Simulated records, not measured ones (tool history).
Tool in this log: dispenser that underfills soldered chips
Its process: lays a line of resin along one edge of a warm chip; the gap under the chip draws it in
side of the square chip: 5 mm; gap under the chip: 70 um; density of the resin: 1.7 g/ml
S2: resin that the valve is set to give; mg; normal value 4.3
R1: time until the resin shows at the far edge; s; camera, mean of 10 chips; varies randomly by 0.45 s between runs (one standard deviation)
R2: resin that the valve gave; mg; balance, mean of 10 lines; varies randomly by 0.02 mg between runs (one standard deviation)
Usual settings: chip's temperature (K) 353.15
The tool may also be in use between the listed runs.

run 1 day=0 | chip's_temperature_(K)=353.15 S2=4.3 | R1=68.2 R2=4.19
-- day=0.071 new syringe of resin
run 2 day=0.217 | chip's_temperature_(K)=357.15 S2=4.3 | R1=31.7 R2=4.15
run 3 day=0.4 | chip's_temperature_(K)=353.15 S2=4.3 | R1=46.5 R2=4.13
run 4 day=0.679 | chip's_temperature_(K)=353.15 S2=4.3 | R1=63.2 R2=4.13
-- day=0.804 new syringe of resin
run 5 day=0.871 | chip's_temperature_(K)=360.15 S2=4.3 | R1=27 R2=4.14
-- day=1.1 dispensing valve cleaned and set on the balance
run 6 day=1.167 | chip's_temperature_(K)=365.15 S2=4.3 | R1=29.5 R2=4.25
run 7 day=1.45 | chip's_temperature_(K)=365.15 S2=4.3 | R1=39.4 R2=4.26
-- day=1.588 new syringe of resin
run 8 day=1.629 | chip's_temperature_(K)=365.15 S2=4.3 | R1=20.8 R2=4.24
run 9 day=1.838 | chip's_temperature_(K)=365.15 S2=4.3 | R1=27 R2=4.29
run 10 day=1.95 | chip's_temperature_(K)=365.15 S2=4.3 | R1=30.3 R2=4.26
run 11 day=2.208 | chip's_temperature_(K)=365.15 S2=4.3 | R1=38.9 R2=4.24
-- day=2.325 new syringe of resin
run 12 day=2.479 | chip's_temperature_(K)=365.15 S2=4.3 | R1=23.9 R2=4.23
run 13 day=2.642 | chip's_temperature_(K)=365.15 S2=4.3 | R1=28.4 R2=4.3
run 14 day=2.925 | chip's_temperature_(K)=364.15 S2=4.3 | R1=40.1 R2=4.24
-- day=3.058 new syringe of resin
run 15 day=3.171 | chip's_temperature_(K)=340.15 S2=3.76 | R1=67.9 R2=3.67
run 16 day=3.317 | chip's_temperature_(K)=340.15 S2=3.76 | R1=79.1 R2=3.68
run 17 day=3.525 | chip's_temperature_(K)=340.15 S2=5.01 | R1=94.1 R2=4.93
-- day=3.788 new syringe of resin
run 18 day=3.792 | chip's_temperature_(K)=352.15 S2=4.68 | R1=33.3 R2=4.58
run 19 day=4.021 | chip's_temperature_(K)=352.15 S2=4.68 | R1=43.9 R2=4.54
run 20 day=4.258 | chip's_temperature_(K)=353.15 S2=3.81 | R1=57 R2=3.75
-- day=4.517 new syringe of resin
run 21 day=4.525 | chip's_temperature_(K)=354.15 S2=4.22 | R1=32.1 R2=4.09
run 22 day=4.754 | chip's_temperature_(K)=353.15 S2=5.16 | R1=41.7 R2=4.98
run 23 day=4.954 | chip's_temperature_(K)=367.15 S2=4.3 | R1=29.2 R2=4.21
run 24 day=5.083 | chip's_temperature_(K)=350.15 S2=5.33 | R1=66.6 R2=5.13

Predict the results of run 25:
-- day=5.254 new syringe of resin
run 25 day=5.317 | chip's_temperature_(K)=338.15 S2=5.3 | R1=? R2=?

{"run 25": {"R1": 65, "R2": 5.09}}
Minus the tool's unlogged condition, the same run would have read R1 64.4 s, R2 5.25 mg.
